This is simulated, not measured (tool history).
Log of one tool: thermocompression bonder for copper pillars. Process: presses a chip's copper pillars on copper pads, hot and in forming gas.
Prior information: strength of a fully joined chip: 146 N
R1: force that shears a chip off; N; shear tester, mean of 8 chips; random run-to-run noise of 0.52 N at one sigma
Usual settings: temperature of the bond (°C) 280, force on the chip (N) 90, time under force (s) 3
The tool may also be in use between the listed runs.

{"run": 1, "day": 0.0, "temperature of the bond (°C)": 280, "force on the chip (N)": 90, "time under force (s)": 3, "R1": 52}
{"run": 2, "day": 1.775, "temperature of the bond (°C)": 280, "force on the chip (N)": 90, "time under force (s)": 3, "R1": 52.6}
{"run": 3, "day": 4.388, "temperature of the bond (°C)": 280, "force on the chip (N)": 90, "time under force (s)": 3, "R1": 52.8}
{"run": 4, "day": 6.646, "temperature of the bond (°C)": 280, "force on the chip (N)": 90, "time under force (s)": 5, "R1": 64.2}
{"run": 5, "day": 8.629, "temperature of the bond (°C)": 280, "force on the chip (N)": 90, "time under force (s)": 8, "R1": 75.8}
{"run": 6, "day": 10.367, "temperature of the bond (°C)": 280, "force on the chip (N)": 90, "time under force (s)": 3, "R1": 52.9}

What does the tool deliver on the next run?
{"run": 7, "day": 13.146, "temperature of the bond (°C)": 260, "force on the chip (N)": 117, "time under force (s)": 5, "R1": "?"}

{"run 7": {"R1": 63.1}}
On a tool with no hidden condition, and with the same random variation, this run would have come out at R1 63.2 N.
